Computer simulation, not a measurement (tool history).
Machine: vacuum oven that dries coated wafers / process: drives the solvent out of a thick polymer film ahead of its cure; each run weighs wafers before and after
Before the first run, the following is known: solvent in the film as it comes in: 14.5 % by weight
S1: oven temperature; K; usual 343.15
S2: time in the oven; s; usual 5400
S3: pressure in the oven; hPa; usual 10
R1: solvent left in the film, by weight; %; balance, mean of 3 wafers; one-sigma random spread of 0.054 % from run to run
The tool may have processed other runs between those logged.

run,hour,S1,S2,S3,R1
1,0,343.15,5400,10,2.14
2,11.5,343.15,5400,10,2.24
3,22.5,343.15,5400,10,2.33
4,28.4,343.15,5400,10,2.36
5,38.3,343.15,5400,10,2.23
6,46.9,343.15,5400,10,2.21
7,53.7,343.15,5400,10,2.24
8,66.1,343.15,5400,10,2.28
9,74.3,343.15,5400,10,2.33
10,83,343.15,5400,10,2.31
11,91.8,341.15,5400,10,2.69
12,105.6,341.15,5400,10,2.76
13,112.5,341.15,5400,10,2.78
14,119.2,341.15,5400,10,2.87
15,131.3,353.15,5400,10,0.99
16,141.1,353.15,5400,10,1.01
17,146.9,346.15,5400,10,1.78
18,155.4,343.15,5400,10,2.31
19,163.7,343.15,5400,10,2.36
20,175.4,343.15,5400,10,2.34
21,182,341.15,3480,5.9,3.84
22,195.6,340.15,5400,10,3.19
23,208.3,335.15,7080,20.2,4.95
24,216.1,335.15,7080,20.2,5.15
25,226.3,335.15,7080,20.2,5.02
26,239.6,343.15,4860,10,2.59
27,252.5,343.15,8040,20.3,2.75
28,260.1,337.15,4800,12.2,4.51
29,273.1,329.15,4800,12.2,7.14
30,281.5,354.15,7740,16.3,1.3
31,290.9,337.15,5400,10.3,3.92
32,297.4,337.15,5400,10.3,3.83
33,307.6,343.15,3300,10,3.75
34,320.9,333.15,9660,10,3.34
35,332.9,340.15,4080,10,3.95
36,340.4,343.15,5400,5.3,1.66
37,347.1,344.15,3480,25.2,4.88
38,354.1,340.15,3480,9.4,4.42
39,367.3,343.15,4800,38.1,5.78

Missing from the log above: 2 entries noted between runs. For each, name the pair of listed runs it sits between and say how the tool's hidden condition differs from the listed run just before to the listed run just after:
In the gap between runs 15 and 16: vacuum gauge cleaned of residue and calibrated (hour 133.9)
  true pressure over the reading, kPa: 0.105 -> 0.139
  measured value less the no-hidden-state value, R1: +0.1 -> +0.13 %
In the gap between runs 22 and 23: vacuum gauge cleaned of residue and calibrated, once more (hour 203.8)
  true wafer temperature over the reading, C: -0.31 -> -0.32; true pressure over the reading, kPa: 0.159 -> 0.009
  measured value less the no-hidden-state value, R1: +0.28 -> +0.12 %
